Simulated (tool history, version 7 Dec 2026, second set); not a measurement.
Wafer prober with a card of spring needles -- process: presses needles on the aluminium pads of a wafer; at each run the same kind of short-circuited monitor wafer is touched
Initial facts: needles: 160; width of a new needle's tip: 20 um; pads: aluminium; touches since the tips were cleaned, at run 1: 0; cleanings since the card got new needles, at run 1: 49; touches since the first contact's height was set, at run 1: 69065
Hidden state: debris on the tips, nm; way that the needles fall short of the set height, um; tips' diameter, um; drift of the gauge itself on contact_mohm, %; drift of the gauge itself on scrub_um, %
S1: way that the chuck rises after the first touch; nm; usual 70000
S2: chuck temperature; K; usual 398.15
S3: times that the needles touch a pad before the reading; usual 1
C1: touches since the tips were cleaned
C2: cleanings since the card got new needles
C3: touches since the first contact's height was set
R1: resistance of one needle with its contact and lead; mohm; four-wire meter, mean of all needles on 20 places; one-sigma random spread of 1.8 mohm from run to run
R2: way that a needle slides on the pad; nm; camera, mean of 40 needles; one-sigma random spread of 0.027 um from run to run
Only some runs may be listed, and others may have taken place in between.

Run 1, hour 0.0: usual settings; C1 0; C2 49; C3 69065. Result: R1 196 mohm, R2 16490 nm.
Run 2, hour 10.6: usual settings; C1 3867; C2 49; C3 72932. Result: R1 194 mohm, R2 16530 nm.
At hour 12.0: tips cleaned on abrasive film.
At hour 23.8: tips cleaned on abrasive film.
Run 3, hour 27.4: usual settings; C1 1309; C2 51; C3 78976. Result: R1 193 mohm, R2 16560 nm.
At hour 35.6: tips cleaned on abrasive film.
Run 4, hour 44.3: usual settings; C1 3155; C2 52; C3 85099. Result: R1 192 mohm, R2 16660 nm.
At hour 47.1: tips cleaned on abrasive film.
At hour 47.4: height of the first contact set anew.
At hour 59.5: tips cleaned on abrasive film.
Run 5, hour 59.8: usual settings; C1 98; C2 54; C3 4458. Result: R1 195 mohm, R2 16640 nm.
At hour 71.8: tips cleaned on abrasive film.
Run 6, hour 76.2: usual settings; C1 1596; C2 55; C3 10410. Result: R1 196 mohm, R2 16630 nm.
At hour 84.0: tips cleaned on abrasive film.
Run 7, hour 88.7: usual settings; C1 1737; C2 56; C3 14945. Result: R1 194 mohm, R2 16660 nm.
At hour 96.7: tips cleaned on abrasive film.
Run 8, hour 101.7: usual settings; C1 1813; C2 57; C3 19643. Result: R1 196 mohm, R2 16750 nm.
At hour 108.6: tips cleaned on abrasive film.
Run 9, hour 118.4: usual settings but S3 3; C1 3588; C2 58; C3 25696. Result: R1 191 mohm, R2 16740 nm.
At hour 120.1: tips cleaned on abrasive film.
At hour 132.4: tips cleaned on abrasive film.
Run 10, hour 132.7: usual settings but S3 3; C1 85; C2 60; C3 30810. Result: R1 189 mohm, R2 16700 nm.
Run 11, hour 139.8: usual settings; C1 2686; C2 60; C3 33411. Result: R1 191 mohm, R2 16730 nm.
At hour 144.7: tips cleaned on abrasive film.
Run 12, hour 148.8: usual settings; C1 1462; C2 61; C3 36641. Result: R1 193 mohm, R2 16810 nm.
At hour 156.6: tips cleaned on abrasive film.
Run 13, hour 162.2: usual settings; C1 2066; C2 62; C3 41514. Result: R1 194 mohm, R2 16730 nm.
At hour 169.2: tips cleaned on abrasive film.
Run 14, hour 170.5: usual settings; C1 482; C2 63; C3 44487. Result: R1 196 mohm, R2 16750 nm.
At hour 181.3: tips cleaned on abrasive film.
Run 15, hour 187.5: usual settings; C1 2273; C2 64; C3 50673. Result: R1 190 mohm, R2 16830 nm.
At hour 193.9: tips cleaned on abrasive film.
Run 16, hour 204.2: usual settings; C1 3760; C2 65; C3 56722. Result: R1 192 mohm, R2 16850 nm.
At hour 205.6: tips cleaned on abrasive film.
At hour 217.5: tips cleaned on abrasive film.
Run 17, hour 220.2: usual settings but S3 3; C1 964; C2 67; C3 62462. Result: R1 193 mohm, R2 16890 nm.
At hour 222.2: gauge calibrated.
At hour 230.2: tips cleaned on abrasive film.
Run 18, hour 232.2: usual settings but S3 3; C1 729; C2 68; C3 66801. Result: R1 188 mohm, R2 16560 nm.
At hour 242.6: tips cleaned on abrasive film.
Run 19, hour 248.4: usual settings but S1 77000 nm, S2 318.15 K, S3 3; C1 2102; C2 69; C3 72661. Result: R1 175 mohm, R2 18260 nm.
At hour 255.1: tips cleaned on abrasive film.
Run 20, hour 262.5: usual settings but S1 86000 nm, S2 318.15 K, S3 2; C1 2692; C2 70; C3 77780. Result: R1 174 mohm, R2 20370 nm.
At hour 267.7: tips cleaned on abrasive film.
Run 21, hour 275.7: usual settings but S1 56000 nm, S2 346.15 K, S3 2; C1 2923; C2 71; C3 82563. Result: R1 190 mohm, R2 13310 nm.
At hour 280.0: tips cleaned on abrasive film.
At hour 286.3: height of the first contact set anew.
Run 22, hour 286.4: usual settings but S3 2; C1 2217; C2 72; C3 17. Result: R1 193 mohm, R2 16660 nm.
At hour 292.3: tips cleaned on abrasive film.
Run 23, hour 295.3: usual settings but S1 80000 nm, S2 333.15 K, S3 2; C1 1097; C2 73; C3 3241. Result: R1 176 mohm, R2 19000 nm.
At hour 304.0: tips cleaned on abrasive film.
Run 24, hour 308.1: usual settings but S1 74000 nm, S2 376.15 K, S3 2; C1 1490; C2 74; C3 7851. Result: R1 186 mohm, R2 17610 nm.
At hour 316.9: tips cleaned on abrasive film.
Run 25, hour 322.1: usual settings but S1 82000 nm, S2 376.15 K; C1 1912; C2 75; C3 12933. Result: R1 187 mohm, R2 19570 nm.
At hour 328.9: tips cleaned on abrasive film.
Run 26, hour 329.5: usual settings but S1 82000 nm, S2 376.15 K; C1 230; C2 76; C3 15612. Result: R1 187 mohm, R2 19530 nm.
At hour 340.7: tips cleaned on abrasive film.
Run 27, hour 342.6: usual settings but S2 332.15 K; C1 694; C2 77; C3 20347. Result: R1 180 mohm, R2 16700 nm.
Run 28, hour 350.8: usual settings but S2 332.15 K; C1 3680; C2 77; C3 23333. Result: R1 181 mohm, R2 16750 nm.
At hour 352.3: tips cleaned on abrasive film.
Run 29, hour 358.0: usual settings but S2 318.15 K; C1 2047; C2 78; C3 25893. Result: R1 179 mohm, R2 16770 nm.
At hour 364.3: tips cleaned on abrasive film.
Run 30, hour 367.7: usual settings but S1 55000 nm, S2 339.15 K, S3 2; C1 1272; C2 79; C3 29426. Result: R1 186 mohm, R2 13120 nm.
Run 31, hour 374.8: usual settings but S1 75000 nm, S2 378.15 K, S3 3; C1 3829; C2 79; C3 31983. Result: R1 189 mohm, R2 17960 nm.
At hour 375.8: tips cleaned on abrasive film.
At hour 387.7: tips cleaned on abrasive film.
Run 32, hour 391.9: usual settings but S1 66000 nm, S2 378.15 K, S3 3; C1 1509; C2 81; C3 38149. Result: R1 191 mohm, R2 15810 nm.
At hour 400.3: tips cleaned on abrasive film.
Run 33, hour 403.9: usual settings but S1 63000 nm, S2 346.15 K; C1 1307; C2 82; C3 42510. Result: R1 183 mohm, R2 15120 nm.

Forecast each of these 3 alternatives for the next run:
At hour 406.9: gauge calibrated.
At hour 412.7: tips cleaned on abrasive film.
Run A, hour 413.1: usual settings but S1 63000 nm, S2 346.15 K, S3 2; C1 126; C2 83; C3 45812. Result: R1 ?, R2 ?.
At hour 406.9: gauge calibrated.
At hour 412.7: tips cleaned on abrasive film.
Run B, hour 413.1: usual settings but S3 3; C1 126; C2 83; C3 45812. Result: R1 ?, R2 ?.
At hour 406.9: gauge calibrated.
At hour 412.7: tips cleaned on abrasive film.
Run C, hour 413.1: usual settings but S1 55000 nm, S2 396.15 K; C1 126; C2 83; C3 45812. Result: R1 ?, R2 ?.

run   R1     R2
  A  183  14870
  B  189  16550
  C  197  12970
Stripped of hidden state, with their random variation kept, the same runs would have yielded:
run   R1     R2
  A  183  14860
  B  189  16550
  C  197  12960

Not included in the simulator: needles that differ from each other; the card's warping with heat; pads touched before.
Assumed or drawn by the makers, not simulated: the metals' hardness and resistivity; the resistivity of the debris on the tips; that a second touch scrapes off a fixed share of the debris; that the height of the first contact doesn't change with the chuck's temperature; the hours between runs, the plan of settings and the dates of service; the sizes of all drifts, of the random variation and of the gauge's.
